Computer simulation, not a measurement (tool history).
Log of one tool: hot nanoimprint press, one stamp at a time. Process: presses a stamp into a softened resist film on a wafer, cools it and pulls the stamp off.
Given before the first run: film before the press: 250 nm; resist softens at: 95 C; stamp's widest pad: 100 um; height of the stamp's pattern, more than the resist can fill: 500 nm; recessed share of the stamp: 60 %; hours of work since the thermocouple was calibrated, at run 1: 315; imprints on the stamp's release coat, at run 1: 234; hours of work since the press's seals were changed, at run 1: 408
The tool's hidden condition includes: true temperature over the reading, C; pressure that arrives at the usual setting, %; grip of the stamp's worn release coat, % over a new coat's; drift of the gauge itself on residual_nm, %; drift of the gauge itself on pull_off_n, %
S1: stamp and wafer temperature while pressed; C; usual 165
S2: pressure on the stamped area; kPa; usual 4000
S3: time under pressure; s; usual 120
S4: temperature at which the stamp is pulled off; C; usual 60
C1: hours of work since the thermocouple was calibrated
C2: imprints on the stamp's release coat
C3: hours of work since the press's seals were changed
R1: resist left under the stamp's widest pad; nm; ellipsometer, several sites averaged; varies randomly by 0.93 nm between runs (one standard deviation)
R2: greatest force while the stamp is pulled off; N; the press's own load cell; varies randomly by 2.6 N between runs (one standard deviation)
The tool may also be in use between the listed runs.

run,hour,S1,S2,S3,S4,C1,C2,C3,R1,R2
1,0.0,165,4000,120,60,315,234,408,140.2,241
2,16.7,165,4000,120,60,326,286,420,140.4,240
3,37.6,165,4000,120,60,340,351,434,140.1,236
4,58.0,165,4000,120,60,354,415,448,141.0,245
5,69.3,165,4000,120,51,362,451,455,140.8,278
6,87.8,165,5660,120,51,374,508,468,126.2,281
# hour 104.0: stamp cleaned and given a new release coat
7,111.2,165,4000,120,52,386,23,480,143.1,265
8,132.7,165,4000,120,50,401,90,494,144.0,280
# hour 142.8: plate thermocouple calibrated
9,157.4,160,4000,120,60,10,158,509,172.7,239
10,170.1,159,4000,120,60,19,198,518,179.9,242
11,179.6,165,2900,120,60,25,228,524,160.4,242
# hour 197.2: plate thermocouple calibrated, once more
12,199.4,165,4000,120,64,1,280,535,131.0,215
13,212.8,165,4000,120,64,11,322,544,131.5,216
14,233.6,165,4000,120,64,25,387,559,133.3,218
15,250.0,165,4000,120,64,36,439,570,132.3,218
16,261.8,165,4000,120,68,44,475,578,132.0,200
17,274.3,165,4000,120,68,52,515,586,133.4,202
# hour 287.5: stamp cleaned and given a new release coat
18,297.9,165,4000,120,68,64,33,598,132.3,193
19,315.3,165,4000,120,68,76,87,610,134.2,192
20,332.6,165,4000,120,68,88,141,622,134.4,195
21,350.1,165,4000,120,68,100,196,633,132.6,197
22,363.4,155,2860,120,57,109,238,643,202.5,244
23,382.0,155,5880,64,61,121,296,655,201.3,230
24,395.1,162,5560,120,60,130,337,664,135.1,234
25,415.3,168,4000,75,65,144,400,678,142.3,216
26,436.9,154,4000,217,60,158,468,692,170.5,235
27,455.4,169,3490,217,58,171,526,705,97.2,250
# hour 465.8: stamp cleaned and given a new release coat
28,480.3,169,3490,217,58,184,46,718,95.8,242
29,491.1,169,3490,217,58,191,80,725,98.7,241
30,505.6,170,4560,105,48,201,125,735,112.2,282

Pick out some run-to-run changes in R1. Of each, how much would a tool without hidden state show as well, from the settings, what came in and chance, and how much is left for the hidden state and any gauge scatter not in both results compared?
Run 8 -> 9: S1 165 -> 160, S4 50 -> 60, plate thermocouple calibrated. R1 +28.7 nm: hidden state +3.2, all else +25.5.
Run 11 -> 12: S2 2900 -> 4000, S4 60 -> 64, plate thermocouple calibrated, once more. R1 -29.4 nm: hidden state -13.0, all else -16.4.
Run 21 -> 22: S1 165 -> 155, S2 4000 -> 2860, S4 68 -> 57. R1 +69.9 nm: hidden state -0.7, all else +70.6.
Run 22 -> 23: S2 2860 -> 5880, S3 120 -> 64, S4 57 -> 61. R1 -1.2 nm: hidden state +1.5, all else -2.7.
Run 23 -> 24: S1 155 -> 162, S2 5880 -> 5560, S3 64 -> 120, S4 61 -> 60. R1 -66.2 nm: hidden state +1.0, all else -67.2.
Run 26 -> 27: S1 154 -> 169, S2 4000 -> 3490, S4 60 -> 58. R1 -73.3 nm: hidden state -1.4, all else -71.9.
